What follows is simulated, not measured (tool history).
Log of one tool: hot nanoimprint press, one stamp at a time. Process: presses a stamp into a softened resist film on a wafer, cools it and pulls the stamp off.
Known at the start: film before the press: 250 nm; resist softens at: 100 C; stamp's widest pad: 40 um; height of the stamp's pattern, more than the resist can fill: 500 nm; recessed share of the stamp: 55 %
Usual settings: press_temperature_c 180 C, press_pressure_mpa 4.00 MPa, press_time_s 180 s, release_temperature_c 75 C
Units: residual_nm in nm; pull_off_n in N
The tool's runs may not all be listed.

run	hour	press_temperature_c	press_pressure_mpa	press_time_s	release_temperature_c	residual_nm	pull_off_n
1	0.0	180	4.00	180	75	103.3	269
# hour 28.6: stamp cleaned and given a new release coat
2	28.6	180	4.00	180	75	103.7	210
3	51.4	180	4.00	180	75	103.5	199
4	71.5	180	3.04	180	75	116.1	214
5	92.2	180	4.00	180	75	103.2	218
6	109.3	180	4.00	180	62	101.8	280
7	134.6	180	4.00	180	75	102.8	225
8	154.4	180	4.00	180	75	102.9	243
9	181.2	180	4.00	180	75	102.3	247
10	205.5	180	4.00	180	75	103.0	240
11	220.1	180	4.00	180	81	102.0	212
12	241.6	180	4.00	180	75	101.5	243
# hour 260.2: plate thermocouple calibrated
13	266.3	180	4.00	180	75	107.6	252
14	277.3	180	4.00	180	75	107.3	253
15	293.5	180	4.00	180	75	107.4	257
16	305.1	180	4.00	180	75	106.7	260
17	317.5	180	5.44	329	75	72.3	260
18	332.2	180	5.44	329	75	72.4	274
19	344.2	180	4.00	280	72	89.3	287
20	371.3	180	4.00	280	72	89.3	288
# hour 388.7: stamp cleaned and given a new release coat
21	394.0	180	4.00	130	75	121.8	212
22	414.0	176	6.08	135	81	122.0	198
23	436.2	176	5.45	135	69	126.8	240
24	454.9	181	2.80	132	80	131.8	197
25	470.9	181	2.80	132	80	132.2	204
26	495.2	181	2.80	132	80	131.7	208
27	508.0	190	3.75	219	79	64.7	219
28	523.6	185	4.55	280	79	65.7	217
29	539.1	180	4.55	174	62	102.1	291

Forecast each of these 3 alternatives for the next run:
A	560.9	176	3.37	322	62	?	?
B	560.9	180	4.00	180	66	?	?
C	560.9	190	2.95	243	62	?	?

run	residual_nm	pull_off_n
A	107.8	293
B	107.0	278
C	68.5	296
Without the tool's hidden state the same runs would have given:
run	residual_nm	pull_off_n
A	107.4	255
B	106.0	241
C	68.2	257
